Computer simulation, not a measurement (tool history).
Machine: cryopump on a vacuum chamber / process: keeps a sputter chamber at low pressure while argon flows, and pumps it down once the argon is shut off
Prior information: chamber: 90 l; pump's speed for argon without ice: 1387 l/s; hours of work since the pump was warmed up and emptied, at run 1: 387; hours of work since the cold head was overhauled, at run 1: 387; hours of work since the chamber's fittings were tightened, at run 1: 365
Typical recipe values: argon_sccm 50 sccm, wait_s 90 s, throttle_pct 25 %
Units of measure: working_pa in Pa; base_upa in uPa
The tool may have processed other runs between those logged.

run	hour	argon_sccm	wait_s	throttle_pct	hours of work since the pump was warmed up and emptied	hours of work since the cold head was overhauled	hours of work since the chamber's fittings were tightened	working_pa	base_upa
1	0.0	50	90	25	387	387	365	0.2532	1.18
2	20.3	50	90	25	402	402	379	0.2516	1.18
3	44.5	50	90	32	419	419	397	0.1989	1.23
4	56.7	50	90	25	428	428	406	0.2530	1.16
5	74.1	32	90	25	441	441	419	0.1621	1.26
6	98.1	32	90	25	459	459	436	0.1629	1.24
7	121.3	32	90	31	475	475	453	0.1324	1.22
8	131.9	32	78	32	483	483	461	0.1279	1.38
9	148.9	36	119	25	496	496	473	0.1831	1.07
10	161.7	20	112	34	505	505	483	0.0762	1.09
11	179.1	48	291	19	518	518	495	0.3182	0.73
12	193.1	36	234	25	528	528	506	0.1846	0.80
13	207.9	23	38	25	539	539	517	0.1192	2.33

Here are 5 independent what-if runs from the current tool condition. What would each one return?
A	231.8	31	38	15	556	556	534	?	?
B	231.8	42	20	25	556	556	534	?	?
C	231.8	89	90	25	556	556	534	?	?
D	231.8	47	73	53	556	556	534	?	?
E	231.8	20	85	48	556	556	534	?	?

run	working_pa	base_upa
A	0.2574	2.26
B	0.2142	3.96
C	0.4564	1.28
D	0.1202	1.45
E	0.0551	1.30
Without the tool's hidden state the same runs would have given:
run	working_pa	base_upa
A	0.2498	1.97
B	0.2039	3.66
C	0.4345	0.98
D	0.1087	1.16
E	0.0501	1.01
